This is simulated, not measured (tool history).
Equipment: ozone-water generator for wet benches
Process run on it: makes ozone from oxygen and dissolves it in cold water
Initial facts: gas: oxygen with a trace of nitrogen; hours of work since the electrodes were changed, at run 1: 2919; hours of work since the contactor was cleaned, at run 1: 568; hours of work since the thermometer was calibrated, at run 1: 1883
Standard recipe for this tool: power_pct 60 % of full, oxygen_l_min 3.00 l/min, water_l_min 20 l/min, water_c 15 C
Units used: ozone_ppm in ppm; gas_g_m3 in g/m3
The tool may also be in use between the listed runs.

run     day  power_pct  oxygen_l_min  water_l_min  water_c  hours of work since the electrodes were changed  hours of work since the contactor was cleaned  hours of work since the thermometer was calibrated  ozone_ppm  gas_g_m3
  1   0.000         60          3.00           20       15                                             2919                                            568                                                1883       20.2     240.9
  2   2.217         60          3.00           20       15                                             2968                                            617                                                1932       20.2     244.5
  3   6.158         60          3.00           20       15                                             3054                                            703                                                2018       20.2     242.9
  4   8.571         60          3.00           20       15                                             3106                                            756                                                2071       20.2     241.4
  5  13.238         60          3.00           20       15                                             3208                                            858                                                2173       20.2     241.0
  6  17.525         42          3.00           20       15                                             3302                                            951                                                2266       16.1     189.9
  7  20.204         42          3.00           20       15                                             3361                                           1010                                                2325       16.0     188.3
  8  24.858         60          3.00           20       15                                             3462                                           1112                                                2427       20.7     237.9
  9  27.858         60          3.00           20       15                                             3528                                           1177                                                2492       20.3     241.9
 10  32.167         60          3.00           20       15                                             3622                                           1271                                                2586       20.2     238.6
 11  34.350         94          3.00           20       15                                             3670                                           1319                                                2634       27.3     323.1
 12  37.779         60          3.00           20       15                                             3745                                           1394                                                2709       20.1     239.2
     38.417  -- water thermometer calibrated
 13  40.971         60          3.00           20       15                                             3814                                           1463                                                  56       20.6     241.0
 14  43.271         60          3.00           20       15                                             3864                                           1514                                                 106       20.6     237.0
 15  46.233         60          3.00           20       15                                             3929                                           1578                                                 171       20.3     238.9
 16  50.196         60          3.00           20       15                                             4016                                           1665                                                 257       20.5     239.2
 17  52.688         79          2.78           29       15                                             4070                                           1719                                                 312       17.2     293.8
 18  57.154         66          4.25           16       21                                             4168                                           1817                                                 410       26.0     223.5
 19  59.821         68          2.18           14       14                                             4226                                           1875                                                 468       27.1     288.0
     61.804  -- gauge calibrated
 20  63.988         68          2.18           14       14                                             4317                                           1966                                                 559       27.2     297.0
 21  68.725         68          2.22           15       11                                             4421                                           2070                                                 663       26.4     291.9
 22  72.388         68          2.22           18       11                                             4501                                           2150                                                 743       22.5     294.0

Run 23 is up next; what results do you expect?
 23  75.271         60          2.31           20       14                                             4564                                           2213                                                 806          ?         ?

{"run 23": {"ozone_ppm": 18.7, "gas_g_m3": 265.7}}
Were there no unlogged condition in the tool, this run, its random variation unchanged, would have produced ozone_ppm 18.7 ppm, gas_g_m3 267.7 g/m3.
